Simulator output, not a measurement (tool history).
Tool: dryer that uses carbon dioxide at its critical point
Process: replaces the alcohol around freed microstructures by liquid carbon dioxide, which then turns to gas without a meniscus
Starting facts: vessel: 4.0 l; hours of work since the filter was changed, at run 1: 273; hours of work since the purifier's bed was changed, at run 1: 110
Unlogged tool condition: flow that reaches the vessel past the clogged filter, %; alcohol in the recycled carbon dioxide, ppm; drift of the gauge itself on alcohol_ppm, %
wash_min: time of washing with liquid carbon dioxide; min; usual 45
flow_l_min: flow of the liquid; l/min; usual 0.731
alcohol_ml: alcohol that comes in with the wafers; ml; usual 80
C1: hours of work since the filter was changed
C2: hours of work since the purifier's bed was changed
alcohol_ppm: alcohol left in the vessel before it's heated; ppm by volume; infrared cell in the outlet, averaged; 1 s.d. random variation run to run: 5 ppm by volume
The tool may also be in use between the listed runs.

Run 1, hour 0.0: usual settings; C1 273; C2 110. Result: alcohol_ppm 68 ppm by volume.
Run 2, hour 13.1: usual settings; C1 282; C2 118. Result: alcohol_ppm 79 ppm by volume.
Run 3, hour 30.5: usual settings but flow_l_min 0.662 l/min; C1 293; C2 129. Result: alcohol_ppm 97 ppm by volume.
Run 4, hour 50.3: usual settings but wash_min 69 min; C1 305; C2 142. Result: alcohol_ppm 68 ppm by volume.
Run 5, hour 70.2: usual settings but wash_min 69 min; C1 318; C2 154. Result: alcohol_ppm 85 ppm by volume.
Run 6, hour 89.0: usual settings but wash_min 69 min; C1 329; C2 166. Result: alcohol_ppm 78 ppm by volume.
Run 7, hour 108.7: usual settings; C1 342; C2 178. Result: alcohol_ppm 109 ppm by volume.
Run 8, hour 125.5: usual settings; C1 352; C2 189. Result: alcohol_ppm 111 ppm by volume.
Run 9, hour 136.1: usual settings but wash_min 64 min, flow_l_min 1.157 l/min, alcohol_ml 21 ml; C1 359; C2 196. Result: alcohol_ppm 92 ppm by volume.
Run 10, hour 148.0: usual settings but wash_min 64 min, flow_l_min 1.157 l/min, alcohol_ml 21 ml; C1 366; C2 203. Result: alcohol_ppm 106 ppm by volume.
Run 11, hour 161.3: usual settings but wash_min 34 min, flow_l_min 1.157 l/min, alcohol_ml 85 ml; C1 375; C2 211. Result: alcohol_ppm 99 ppm by volume.
At hour 178.5: inlet filter changed.
Run 12, hour 178.5: usual settings but wash_min 55 min, flow_l_min 1.077 l/min, alcohol_ml 53 ml; C1 0; C2 222. Result: alcohol_ppm 117 ppm by volume.
Run 13, hour 192.1: usual settings but wash_min 50 min, flow_l_min 0.551 l/min, alcohol_ml 94 ml; C1 9; C2 230. Result: alcohol_ppm 173 ppm by volume.

For run 14, what comes out?
Run 14, hour 212.3: usual settings but wash_min 40 min, flow_l_min 1.160 l/min, alcohol_ml 42 ml; C1 21; C2 243. Result: alcohol_ppm ?.

alcohol_ppm: 123 ppm by volume
Had the tool carried no hidden state, the very same run would have given alcohol_ppm 5 ppm by volume.

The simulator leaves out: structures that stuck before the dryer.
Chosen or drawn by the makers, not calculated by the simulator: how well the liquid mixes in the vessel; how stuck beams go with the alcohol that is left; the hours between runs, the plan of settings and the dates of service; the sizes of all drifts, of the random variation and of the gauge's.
